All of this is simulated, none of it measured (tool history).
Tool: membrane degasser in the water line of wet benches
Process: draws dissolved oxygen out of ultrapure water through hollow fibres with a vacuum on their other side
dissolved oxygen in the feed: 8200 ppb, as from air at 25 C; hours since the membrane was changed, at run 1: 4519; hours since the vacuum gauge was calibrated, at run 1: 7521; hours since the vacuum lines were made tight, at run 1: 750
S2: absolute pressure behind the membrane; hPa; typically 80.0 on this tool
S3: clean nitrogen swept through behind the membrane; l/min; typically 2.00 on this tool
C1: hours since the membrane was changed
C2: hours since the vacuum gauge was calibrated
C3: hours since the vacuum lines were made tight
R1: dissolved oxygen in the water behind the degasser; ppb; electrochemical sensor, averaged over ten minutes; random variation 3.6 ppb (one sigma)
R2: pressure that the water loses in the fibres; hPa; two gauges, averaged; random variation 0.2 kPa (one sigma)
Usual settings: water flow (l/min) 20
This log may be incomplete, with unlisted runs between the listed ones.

{"run": 1, "hour": 0.0, "water flow (l/min)": 20, "S2": 80.0, "S3": 2.0, "C1": 4519, "C2": 7521, "C3": 750, "R1": 364.0, "R2": 415.8}
{"run": 2, "hour": 71.9, "water flow (l/min)": 20, "S2": 80.0, "S3": 2.0, "C1": 4591, "C2": 7593, "C3": 822, "R1": 357.3, "R2": 415.3}
{"run": 3, "hour": 145.5, "water flow (l/min)": 20, "S2": 189.6, "S3": 2.0, "C1": 4665, "C2": 7667, "C3": 895, "R1": 592.9, "R2": 417.6}
{"run": 4, "hour": 230.5, "water flow (l/min)": 20, "S2": 189.6, "S3": 2.0, "C1": 4750, "C2": 7752, "C3": 980, "R1": 591.1, "R2": 418.4}
{"run": 5, "hour": 344.3, "water flow (l/min)": 20, "S2": 189.6, "S3": 2.0, "C1": 4864, "C2": 7865, "C3": 1094, "R1": 584.2, "R2": 417.9}
{"run": 6, "hour": 461.0, "water flow (l/min)": 20, "S2": 189.6, "S3": 2.0, "C1": 4980, "C2": 7982, "C3": 1211, "R1": 582.4, "R2": 414.3}
{"run": 7, "hour": 578.4, "water flow (l/min)": 20, "S2": 189.6, "S3": 1.36, "C1": 5098, "C2": 8099, "C3": 1328, "R1": 730.9, "R2": 420.0}
{"run": 8, "hour": 643.1, "water flow (l/min)": 20, "S2": 80.0, "S3": 1.01, "C1": 5162, "C2": 8164, "C3": 1393, "R1": 447.7, "R2": 417.7}
{"hour": 696.3, "done": "vacuum gauge calibrated"}
{"run": 9, "hour": 717.6, "water flow (l/min)": 19, "S2": 80.3, "S3": 2.53, "C1": 5236, "C2": 21, "C3": 1467, "R1": 316.7, "R2": 399.2}
{"run": 10, "hour": 796.9, "water flow (l/min)": 19, "S2": 80.3, "S3": 2.53, "C1": 5316, "C2": 101, "C3": 1546, "R1": 321.0, "R2": 397.5}
{"run": 11, "hour": 864.6, "water flow (l/min)": 19, "S2": 80.3, "S3": 2.53, "C1": 5383, "C2": 168, "C3": 1614, "R1": 317.3, "R2": 400.3}
{"run": 12, "hour": 935.0, "water flow (l/min)": 19, "S2": 80.3, "S3": 2.53, "C1": 5454, "C2": 239, "C3": 1684, "R1": 317.7, "R2": 396.3}
{"run": 13, "hour": 997.9, "water flow (l/min)": 19, "S2": 80.3, "S3": 2.53, "C1": 5517, "C2": 302, "C3": 1747, "R1": 321.4, "R2": 398.4}

What if the next run were any one of these 3? Each begins from the tool's condition after run 13:
{"run": "A", "hour": 1104.0, "water flow (l/min)": 16, "S2": 194.1, "S3": 1.23, "C1": 5623, "C2": 408, "C3": 1853, "R1": "?", "R2": "?"}
{"run": "B", "hour": 1104.0, "water flow (l/min)": 17, "S2": 80.3, "S3": 2.53, "C1": 5623, "C2": 408, "C3": 1853, "R1": "?", "R2": "?"}
{"run": "C", "hour": 1104.0, "water flow (l/min)": 20, "S2": 122.7, "S3": 2.0, "C1": 5623, "C2": 408, "C3": 1853, "R1": "?", "R2": "?"}

run=A R1=651.7 R2=330.7
run=B R1=287.0 R2=354.8
run=C R1=455.1 R2=418.5
Take away the tool's hidden state, keep each run's random variation, and the runs would have read:
run=A R1=650.6 R2=330.3
run=B R1=285.9 R2=354.3
run=C R1=454.0 R2=418.0

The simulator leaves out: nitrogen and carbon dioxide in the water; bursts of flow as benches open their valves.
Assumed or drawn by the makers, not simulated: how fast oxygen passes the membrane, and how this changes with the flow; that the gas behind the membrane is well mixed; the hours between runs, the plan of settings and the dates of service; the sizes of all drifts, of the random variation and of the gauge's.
